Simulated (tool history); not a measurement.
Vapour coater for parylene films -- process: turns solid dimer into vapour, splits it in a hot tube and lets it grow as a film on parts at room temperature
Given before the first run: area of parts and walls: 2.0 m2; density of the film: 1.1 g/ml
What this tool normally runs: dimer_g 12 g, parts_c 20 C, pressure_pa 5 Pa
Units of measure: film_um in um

Run 1, hour 0: usual settings. Result: film_um 2.56 um.
Run 2, hour 13.8: usual settings but parts_c 18 C. Result: film_um 2.72 um.
Run 3, hour 20.3: usual settings but parts_c 18 C. Result: film_um 2.71 um.
Run 4, hour 30.6: usual settings but dimer_g 15 g. Result: film_um 3.21 um.
At hour 38.8: trap's valve overhauled.
Run 5, hour 41.7: usual settings but dimer_g 11 g. Result: film_um 2.36 um.
Run 6, hour 50.3: usual settings but dimer_g 11 g. Result: film_um 2.37 um.
Run 7, hour 60: usual settings but dimer_g 6 g, parts_c 21 C, pressure_pa 10.15 Pa. Result: film_um 1.23 um.
Run 8, hour 72.5: usual settings but dimer_g 6 g, parts_c 21 C, pressure_pa 10.15 Pa. Result: film_um 1.2 um.
Run 9, hour 85.5: usual settings but dimer_g 6 g, parts_c 21 C, pressure_pa 10.15 Pa. Result: film_um 1.21 um.
Run 10, hour 94: usual settings but dimer_g 6 g, parts_c 21 C, pressure_pa 10.15 Pa. Result: film_um 1.23 um.
Run 11, hour 109.2: usual settings but dimer_g 6 g, parts_c 21 C, pressure_pa 10.15 Pa. Result: film_um 1.21 um.
Run 12, hour 123.6: usual settings but dimer_g 6 g, parts_c 21 C, pressure_pa 10.15 Pa. Result: film_um 1.23 um.

Branching from run 12: 5 alternative next runs. What would each branch give?
Run A, hour 133.2: usual settings but dimer_g 13 g, parts_c 22 C, pressure_pa 2.83 Pa. Result: film_um ?.
Run B, hour 133.2: usual settings but dimer_g 10 g, parts_c 14 C, pressure_pa 2.88 Pa. Result: film_um ?.
Run C, hour 133.2: usual settings but parts_c 16 C. Result: film_um ?.
Run D, hour 133.2: usual settings but dimer_g 6 g, parts_c 24 C, pressure_pa 3.74 Pa. Result: film_um ?.
Run E, hour 133.2: usual settings but dimer_g 5 g, parts_c 21 C, pressure_pa 5.7 Pa. Result: film_um ?.

run  film_um
  A     2.79
  B     2.64
  C     2.91
  D     1.18
  E     1.04
Stripped of hidden state, with their random variation kept, the same runs would have yielded:
run  film_um
  A     2.74
  B      2.6
  C     2.86
  D     1.17
  E     1.03
